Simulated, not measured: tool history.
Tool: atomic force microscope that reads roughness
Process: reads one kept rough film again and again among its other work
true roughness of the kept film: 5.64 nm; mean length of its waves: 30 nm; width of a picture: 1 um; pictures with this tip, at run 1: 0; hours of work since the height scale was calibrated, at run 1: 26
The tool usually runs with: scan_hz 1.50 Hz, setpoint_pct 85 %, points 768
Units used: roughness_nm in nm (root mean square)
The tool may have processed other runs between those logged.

run,hour,scan_hz,setpoint_pct,points,pictures with this tip,hours of work since the height scale was calibrated,roughness_nm
1,0.0,1.50,85,768,0,26,3.748
2,6.7,1.50,85,340,8,29,3.689
3,17.3,1.50,85,340,20,35,3.705
4,26.1,1.50,85,340,31,39,3.675
5,37.9,3.26,85,768,44,45,3.081
6,48.9,3.26,85,768,57,51,3.087
7,54.7,3.26,85,768,64,54,3.104
8,59.8,3.26,85,768,70,57,3.099
9,70.7,3.26,85,768,82,62,3.095
10,80.1,2.29,85,768,93,67,3.406
# hour 81.5: new tip fitted
11,86.2,0.56,85,768,6,70,4.181
12,94.5,0.56,85,719,15,74,4.194
13,101.4,0.56,85,719,23,78,4.208
14,111.4,1.50,85,778,35,83,3.709
15,122.0,3.66,85,768,47,89,2.993
16,131.6,3.66,85,768,58,94,2.973
17,138.9,3.66,85,340,67,98,2.951
18,144.5,3.66,85,340,73,100,2.942
19,153.7,3.66,85,340,84,105,2.932
# hour 163.0: new tip fitted
20,163.1,1.50,57,768,0,110,4.326
21,168.4,1.50,85,768,6,113,3.717
22,175.6,1.50,85,768,14,116,3.728
23,187.1,1.50,85,768,28,122,3.737
24,197.4,1.50,85,768,40,128,3.710
25,205.5,1.50,85,768,49,132,3.715
26,210.9,1.50,85,768,55,135,3.709
27,216.3,1.50,85,768,61,138,3.718
28,224.7,0.68,61,964,71,142,4.412
29,234.2,3.08,57,768,82,147,4.142

Estimate the outcome of run 30 from the log above:
30,240.9,3.08,57,768,90,150,?

{"run 30": {"roughness_nm": 4.145}}
On a tool with no hidden condition, and with the same random variation, this run would have come out at roughness_nm 4.162 nm (root mean square).
